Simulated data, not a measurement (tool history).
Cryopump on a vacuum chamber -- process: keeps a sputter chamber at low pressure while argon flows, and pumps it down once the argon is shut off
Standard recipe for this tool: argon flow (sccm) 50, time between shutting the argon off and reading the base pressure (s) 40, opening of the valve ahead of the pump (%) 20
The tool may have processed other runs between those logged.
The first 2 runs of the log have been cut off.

run,hour,argon flow (sccm),time between shutting the argon off and reading the base pressure (s),opening of the valve ahead of the pump (%),hours of work since the pump was warmed up and emptied,hours of work since the cold head was overhauled,hours of work since the chamber's fittings were tightened,pressure while argon flows (Pa),pressure after the wait (uPa)
3,25.6,50,40,20,43,43,986,0.1777,2.37
4,38.3,50,40,20,50,50,993,0.1776,2.47
5,54.2,50,40,20,58,58,1001,0.1784,2.4
6,69.6,97,40,20,66,66,1008,0.3462,2.49
7,79.1,97,40,20,70,70,1013,0.345,2.47
8,92.4,97,40,20,77,77,1020,0.3451,2.46
9,106,97,40,32,84,84,1027,0.2164,2.49
10,119.6,97,40,32,91,91,1034,0.2177,2.46
11,130.3,97,40,32,96,96,1039,0.2181,2.37
12,145.8,50,155,20,104,104,1047,0.1796,1.4
13,160.4,50,155,20,112,112,1055,0.1783,1.4
14,177,50,155,15,120,120,1063,0.2378,1.44
15,187.4,50,155,15,125,125,1068,0.2385,1.37
16,198.7,50,40,20,131,131,1074,0.179,2.57
17,207,50,40,20,135,135,1078,0.179,2.56
18,220.8,73,58,26,142,142,1085,0.2013,2.07
19,236.8,50,47,20,151,151,1093,0.1785,2.35
20,253.6,90,28,20,159,159,1102,0.3226,3.15

Run 21 has not been measured yet. What should we expect?
21,267.9,86,53,15,166,166,1109,?,?

For run 21 the tool returned pressure while argon flows (Pa) 0.409, pressure after the wait (uPa) 2.15.
Take away the tool's hidden state, keep the run-to-run variation as it was, and the same run would have given pressure while argon flows (Pa) 0.4066, pressure after the wait (uPa) 1.23.

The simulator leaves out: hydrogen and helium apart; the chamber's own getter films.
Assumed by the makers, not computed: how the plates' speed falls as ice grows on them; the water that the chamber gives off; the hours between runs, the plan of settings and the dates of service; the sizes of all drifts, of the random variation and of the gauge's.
